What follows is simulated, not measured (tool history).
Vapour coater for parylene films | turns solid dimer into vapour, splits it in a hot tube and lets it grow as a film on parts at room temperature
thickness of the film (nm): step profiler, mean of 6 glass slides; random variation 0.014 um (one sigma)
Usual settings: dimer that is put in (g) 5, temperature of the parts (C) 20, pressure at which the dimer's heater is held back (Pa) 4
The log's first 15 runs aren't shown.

run   hour  dimer that is put in (g)  temperature of the parts (C)  pressure at which the dimer's heater is held back (Pa)  thickness of the film (nm)
 16    256                         5                            19                                                       4                        1160
 17  270.5                         5                            20                                                    2.74                        1160
 18  290.9                         5                            20                                                    2.74                        1190
 19  309.2                         5                            20                                                    2.74                        1190
 20  323.6                         5                            20                                                    2.74                        1160
 21  339.3                         5                            20                                                    2.74                        1190
 22  354.4                         5                            14                                                       4                        1310
 23  372.1                         5                            14                                                       4                        1310
 24  397.3                         5                            14                                                       4                        1280
 25  414.8                         5                            14                                                       4                        1310
 26  428.2                         5                            27                                                    2.35                         990
 27  441.4                         3                            28                                                    4.16                         480
 28  460.1                         4                            19                                                       4                         890
 29  473.4                         9                            32                                                    8.33                        1120
 30  498.5                         9                            24                                                    4.41                        1670
 31  520.7                         9                            24                                                    4.41                        1690
 32  542.6                         5                            13                                                       4                        1370
     548.8  -- trap's valve overhauled
 33  557.1                         5                            13                                                       4                        1380
 34  572.6                         7                            21                                                    2.68                        1610
 35  584.4                         7                            21                                                    2.68                        1610

Run 36 comes next. What will it give?
 36  606.1                         2                            13                                                    2.24                           ?

thickness of the film (nm): 620
Without the tool's hidden state the same run would have given thickness of the film (nm) 620.

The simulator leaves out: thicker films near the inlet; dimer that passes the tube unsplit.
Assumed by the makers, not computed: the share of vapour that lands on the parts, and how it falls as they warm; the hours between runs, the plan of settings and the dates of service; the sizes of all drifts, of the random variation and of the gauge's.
